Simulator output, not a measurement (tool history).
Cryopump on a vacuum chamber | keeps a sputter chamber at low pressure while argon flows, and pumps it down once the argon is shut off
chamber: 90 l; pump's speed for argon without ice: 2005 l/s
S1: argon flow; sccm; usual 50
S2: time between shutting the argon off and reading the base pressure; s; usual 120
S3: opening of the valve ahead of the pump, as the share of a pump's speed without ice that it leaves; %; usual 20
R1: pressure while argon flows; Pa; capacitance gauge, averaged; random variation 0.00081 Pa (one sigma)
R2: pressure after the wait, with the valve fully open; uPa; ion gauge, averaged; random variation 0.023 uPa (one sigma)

run	hour	S1	S2	S3	R1	R2
1	0.0	50	120	20	0.2104	2.25
2	39.0	50	120	20	0.2118	2.32
3	69.4	50	120	20	0.2120	2.38
4	88.0	50	23	20	0.2119	4.79
# hour 92.5: leaking fittings of the chamber tightened, without venting
5	129.0	50	23	35	0.1232	3.06
6	157.6	50	23	35	0.1226	3.14
7	195.4	50	23	35	0.1233	3.24
8	214.4	50	23	57	0.0771	3.19
9	254.4	50	23	57	0.0782	3.25
10	285.5	50	23	57	0.0778	3.18
11	313.8	50	23	57	0.0792	3.26
12	334.1	50	120	21	0.2061	0.86
13	371.3	48	47	30	0.1387	1.77
14	400.6	48	47	30	0.1401	1.82
15	439.0	50	266	20	0.2175	0.62
16	475.7	50	49	51	0.0895	1.77
17	512.9	63	49	51	0.1138	1.81
18	535.8	63	49	51	0.1128	1.88
19	556.7	29	120	51	0.0522	1.02
20	575.4	21	40	54	0.0366	2.18
21	594.2	37	208	56	0.0616	0.78
22	614.0	37	208	56	0.0617	0.83
23	646.3	75	75	17	0.3867	1.37
24	670.3	75	75	17	0.3867	1.46

The same runs without the tool's hidden state, with the same run-to-run variation:
The hidden state here: pump's speed, % of a pump's without ice; cold plate's temperature, K; leak into the chamber, uPa l/s; drift of the gauge itself on working_pa, %; drift of the gauge itself on base_upa, %.
run	R1	R2
1	0.2096	0.71
2	0.2106	0.74
3	0.2104	0.74
4	0.2101	3.14
5	0.1209	3.01
6	0.1201	3.08
7	0.1203	3.15
8	0.0738	3.09
9	0.0745	3.13
10	0.0736	3.05
11	0.0747	3.11
12	0.2013	0.69
13	0.1336	1.59
14	0.1347	1.61
15	0.2114	0.39
16	0.0828	1.53
17	0.1047	1.54
18	0.1033	1.59
19	0.0477	0.72
20	0.0332	1.86
21	0.0554	0.45
22	0.0553	0.49
23	0.3729	1.02
24	0.3723	1.06
